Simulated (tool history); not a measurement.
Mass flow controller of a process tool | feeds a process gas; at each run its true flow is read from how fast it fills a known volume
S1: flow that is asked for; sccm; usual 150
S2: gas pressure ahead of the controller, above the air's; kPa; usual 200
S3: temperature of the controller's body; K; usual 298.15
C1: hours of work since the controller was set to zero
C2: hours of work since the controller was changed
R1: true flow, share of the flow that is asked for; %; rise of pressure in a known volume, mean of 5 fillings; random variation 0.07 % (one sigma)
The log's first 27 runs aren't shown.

{"run": 28, "day": 166.862, "S1": 255, "S2": 210, "S3": 300.15, "C1": 3396, "C2": 3396, "R1": 98.53}
{"run": 29, "day": 173.662, "S1": 255, "S2": 210, "S3": 300.15, "C1": 3508, "C2": 3508, "R1": 98.64}
{"run": 30, "day": 182.029, "S1": 255, "S2": 210, "S3": 300.15, "C1": 3647, "C2": 3647, "R1": 98.47}
{"run": 31, "day": 191.096, "S1": 369, "S2": 233, "S3": 304.15, "C1": 3797, "C2": 3797, "R1": 98.93}
{"run": 32, "day": 194.908, "S1": 452, "S2": 245, "S3": 306.15, "C1": 3861, "C2": 3861, "R1": 99.27}
{"run": 33, "day": 201.588, "S1": 135, "S2": 272, "S3": 293.15, "C1": 3971, "C2": 3971, "R1": 98.73}
{"run": 34, "day": 207.425, "S1": 135, "S2": 272, "S3": 293.15, "C1": 4068, "C2": 4068, "R1": 98.59}
{"run": 35, "day": 213.771, "S1": 135, "S2": 272, "S3": 293.15, "C1": 4173, "C2": 4173, "R1": 98.62}
{"run": 36, "day": 220.0, "S1": 211, "S2": 272, "S3": 295.15, "C1": 4276, "C2": 4276, "R1": 98.94}
{"run": 37, "day": 229.042, "S1": 256, "S2": 200, "S3": 300.15, "C1": 4426, "C2": 4426, "R1": 98.58}
{"run": 38, "day": 238.188, "S1": 136, "S2": 200, "S3": 298.15, "C1": 4578, "C2": 4578, "R1": 98.11}
{"run": 39, "day": 245.283, "S1": 63, "S2": 200, "S3": 299.15, "C1": 4695, "C2": 4695, "R1": 97.58}
{"run": 40, "day": 253.304, "S1": 51, "S2": 150, "S3": 293.15, "C1": 4828, "C2": 4828, "R1": 97.88}
{"run": 41, "day": 260.3, "S1": 58, "S2": 200, "S3": 298.15, "C1": 4944, "C2": 4944, "R1": 97.66}
{"run": 42, "day": 269.121, "S1": 150, "S2": 200, "S3": 303.15, "C1": 5090, "C2": 5090, "R1": 97.74}
{"run": 43, "day": 277.467, "S1": 150, "S2": 200, "S3": 303.15, "C1": 5228, "C2": 5228, "R1": 97.6}
{"run": 44, "day": 283.475, "S1": 142, "S2": 164, "S3": 298.15, "C1": 5328, "C2": 5328, "R1": 97.94}
{"run": 45, "day": 288.471, "S1": 142, "S2": 164, "S3": 298.15, "C1": 5411, "C2": 5411, "R1": 97.97}
{"run": 46, "day": 293.35, "S1": 150, "S2": 249, "S3": 298.15, "C1": 5491, "C2": 5491, "R1": 98.28}
{"run": 47, "day": 297.138, "S1": 286, "S2": 197, "S3": 298.15, "C1": 5554, "C2": 5554, "R1": 98.93}
{"run": 48, "day": 303.221, "S1": 84, "S2": 188, "S3": 295.15, "C1": 5655, "C2": 5655, "R1": 97.9}

Forecast each of these 5 alternatives for the next run:
{"run": "A", "day": 312.304, "S1": 150, "S2": 178, "S3": 311.15, "C1": 5806, "C2": 5806, "R1": "?"}
{"run": "B", "day": 312.304, "S1": 97, "S2": 223, "S3": 300.15, "C1": 5806, "C2": 5806, "R1": "?"}
{"run": "C", "day": 312.304, "S1": 150, "S2": 163, "S3": 301.15, "C1": 5806, "C2": 5806, "R1": "?"}
{"run": "D", "day": 312.304, "S1": 264, "S2": 256, "S3": 302.15, "C1": 5806, "C2": 5806, "R1": "?"}
{"run": "E", "day": 312.304, "S1": 84, "S2": 213, "S3": 295.15, "C1": 5806, "C2": 5806, "R1": "?"}

run=A R1=96.97
run=B R1=97.72
run=C R1=97.79
run=D R1=98.58
run=E R1=98.2
Without the tool's hidden state the same runs would have given:
run=A R1=96.96
run=B R1=97.7
run=C R1=97.78
run=D R1=98.58
run=E R1=98.18
